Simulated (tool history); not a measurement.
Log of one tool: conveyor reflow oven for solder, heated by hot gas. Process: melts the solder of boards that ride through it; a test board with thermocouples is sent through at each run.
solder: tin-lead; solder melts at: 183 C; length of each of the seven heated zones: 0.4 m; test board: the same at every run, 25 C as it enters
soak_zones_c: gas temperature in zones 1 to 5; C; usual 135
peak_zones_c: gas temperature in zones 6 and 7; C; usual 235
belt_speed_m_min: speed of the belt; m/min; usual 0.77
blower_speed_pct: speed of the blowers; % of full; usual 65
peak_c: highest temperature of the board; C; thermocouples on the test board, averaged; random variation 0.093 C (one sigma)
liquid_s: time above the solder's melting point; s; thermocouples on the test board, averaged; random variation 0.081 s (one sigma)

Run 1, day 0: usual settings. Result: peak_c 215.28 C, liquid_s 44.38 s.
Run 2, day 1.1: usual settings but blower_speed_pct 53 % of full. Result: peak_c 211.84 C, liquid_s 41.3 s.
Run 3, day 2.8: usual settings but blower_speed_pct 53 % of full. Result: peak_c 211.77 C, liquid_s 41.16 s.
Run 4, day 3.95: usual settings but blower_speed_pct 53 % of full. Result: peak_c 211.65 C, liquid_s 41.04 s.
Run 5, day 5.358: usual settings but blower_speed_pct 71 % of full. Result: peak_c 216.36 C, liquid_s 45.31 s.
Run 6, day 7.154: usual settings but blower_speed_pct 71 % of full. Result: peak_c 216.25 C, liquid_s 45.27 s.
Run 7, day 8.121: usual settings but blower_speed_pct 71 % of full. Result: peak_c 216.3 C, liquid_s 45.07 s.
Run 8, day 9.471: usual settings but peak_zones_c 244 C, blower_speed_pct 71 % of full. Result: peak_c 223.77 C, liquid_s 49.69 s.
Run 9, day 11.092: usual settings. Result: peak_c 214.62 C, liquid_s 44 s.
Run 10, day 12.592: usual settings but belt_speed_m_min 0.842 m/min. Result: peak_c 211.26 C, liquid_s 37.21 s.
Run 11, day 14.283: usual settings but belt_speed_m_min 0.842 m/min. Result: peak_c 211.18 C, liquid_s 37.22 s.
Run 12, day 15.208: usual settings but peak_zones_c 244 C. Result: peak_c 221.94 C, liquid_s 48.47 s.
Run 13, day 16.8: usual settings but peak_zones_c 244 C. Result: peak_c 221.97 C, liquid_s 48.27 s.
At day 18.075: flux residue cleaned out of gas plates and filters.
Run 14, day 18.85: usual settings but peak_zones_c 244 C. Result: peak_c 223.46 C, liquid_s 49.57 s.
Run 15, day 20.3: usual settings but soak_zones_c 129 C, peak_zones_c 238 C. Result: peak_c 217.22 C, liquid_s 44.28 s.
Run 16, day 21.967: usual settings but soak_zones_c 126 C, belt_speed_m_min 0.89 m/min. Result: peak_c 208.04 C, liquid_s 30.65 s.
Run 17, day 23.604: usual settings but soak_zones_c 126 C, belt_speed_m_min 0.89 m/min. Result: peak_c 207.82 C, liquid_s 30.65 s.
Run 18, day 24.667: usual settings but belt_speed_m_min 0.775 m/min, blower_speed_pct 75 % of full. Result: peak_c 217.68 C, liquid_s 46.08 s.
At day 25.075: belt drive overhauled, speed set with a stopwatch.
Run 19, day 25.983: usual settings but soak_zones_c 128 C, belt_speed_m_min 0.903 m/min. Result: peak_c 207.02 C, liquid_s 29.41 s.
At day 27.192: thermocouples of zones 6 and 7 changed.
Run 20, day 27.862: usual settings but soak_zones_c 149 C, peak_zones_c 240 C, belt_speed_m_min 0.81 m/min. Result: peak_c 219.38 C, liquid_s 48.03 s.
Run 21, day 29.238: usual settings but soak_zones_c 149 C, peak_zones_c 240 C, belt_speed_m_min 0.81 m/min, blower_speed_pct 52 % of full. Result: peak_c 215.86 C, liquid_s 45.3 s.
Run 22, day 30.558: usual settings but belt_speed_m_min 0.797 m/min, blower_speed_pct 62 % of full. Result: peak_c 211.82 C, liquid_s 39.71 s.
Run 23, day 31.454: usual settings but belt_speed_m_min 0.741 m/min, blower_speed_pct 74 % of full. Result: peak_c 217.19 C, liquid_s 47.37 s.
Run 24, day 32.258: usual settings but peak_zones_c 244 C, blower_speed_pct 68 % of full. Result: peak_c 221.98 C, liquid_s 48.01 s.
Run 25, day 33.133: usual settings but soak_zones_c 131 C, belt_speed_m_min 0.841 m/min. Result: peak_c 209.39 C, liquid_s 34.54 s.
Run 26, day 34.879: usual settings but soak_zones_c 131 C, belt_speed_m_min 0.841 m/min. Result: peak_c 209.29 C, liquid_s 34.49 s.
Run 27, day 36.692: usual settings but peak_zones_c 223 C, blower_speed_pct 64 % of full. Result: peak_c 203.59 C, liquid_s 34.35 s.

Forecast each of these 5 alternatives for the next run:
Run A, day 37.975: usual settings but soak_zones_c 147 C, peak_zones_c 232 C, blower_speed_pct 52 % of full. Result: peak_c ?, liquid_s ?.
Run B, day 37.975: usual settings but peak_zones_c 237 C, belt_speed_m_min 0.681 m/min, blower_speed_pct 71 % of full. Result: peak_c ?, liquid_s ?.
Run C, day 37.975: usual settings but peak_zones_c 242 C, blower_speed_pct 64 % of full. Result: peak_c ?, liquid_s ?.
Run D, day 37.975: usual settings but blower_speed_pct 84 % of full. Result: peak_c ?, liquid_s ?.
Run E, day 37.975: usual settings but soak_zones_c 142 C, belt_speed_m_min 0.868 m/min, blower_speed_pct 81 % of full. Result: peak_c ?, liquid_s ?.

run  peak_c  liquid_s
  A  210.41     43.24
  B  220.61     54.06
  C  219.02      46.1
  D  217.29     45.64
  E  214.16     39.89
Without the tool's hidden state the same runs would have given:
run  peak_c  liquid_s
  A  211.45     44.31
  B  221.76     54.96
  C  220.43     47.11
  D  218.67     46.71
  E  215.65     41.03
